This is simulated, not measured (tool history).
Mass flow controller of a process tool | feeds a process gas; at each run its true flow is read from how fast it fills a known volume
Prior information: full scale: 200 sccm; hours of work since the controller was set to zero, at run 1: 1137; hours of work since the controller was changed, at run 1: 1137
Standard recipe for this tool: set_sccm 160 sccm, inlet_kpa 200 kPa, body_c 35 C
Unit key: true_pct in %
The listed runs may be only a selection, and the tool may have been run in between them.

| run | hour | set_sccm | inlet_kpa | body_c | hours of work since the controller was set to zero | hours of work since the controller was changed | true_pct |
|---|---|---|---|---|---|---|---|
| 1 | 0.0 | 160 | 200 | 35 | 1137 | 1137 | 100.49 |
| 2 | 109.9 | 160 | 200 | 35 | 1211 | 1211 | 100.62 |
| 3 | 242.0 | 160 | 200 | 35 | 1299 | 1299 | 100.47 |
| 4 | 373.1 | 160 | 200 | 35 | 1386 | 1386 | 100.38 |
| 5 | 459.0 | 169 | 200 | 35 | 1443 | 1443 | 100.56 |
| 6 | 620.9 | 160 | 200 | 35 | 1551 | 1551 | 100.30 |
| 7 | 785.9 | 160 | 200 | 35 | 1661 | 1661 | 100.33 |
| 8 | 892.4 | 160 | 200 | 35 | 1732 | 1732 | 100.11 |
| 9 | 1063.4 | 160 | 200 | 35 | 1846 | 1846 | 100.20 |
| 10 | 1163.3 | 55 | 263 | 23 | 1913 | 1913 | 97.86 |
| 11 | 1266.0 | 34 | 186 | 23 | 1982 | 1982 | 97.96 |
| 12 | 1362.5 | 103 | 200 | 35 | 2046 | 2046 | 99.53 |
| 13 | 1451.9 | 27 | 146 | 20 | 2106 | 2106 | 97.70 |
| 14 | 1623.7 | 27 | 146 | 20 | 2220 | 2220 | 97.59 |
| 15 | 1723.7 | 27 | 146 | 20 | 2287 | 2287 | 97.77 |

For run 16, what comes out?
| 16 | 1902.1 | 43 | 200 | 20 | 2406 | 2406 | ? |

Run 16 gave true_pct 97.37 %.
Minus the tool's unlogged condition, the same run would have read true_pct 98.04 %.
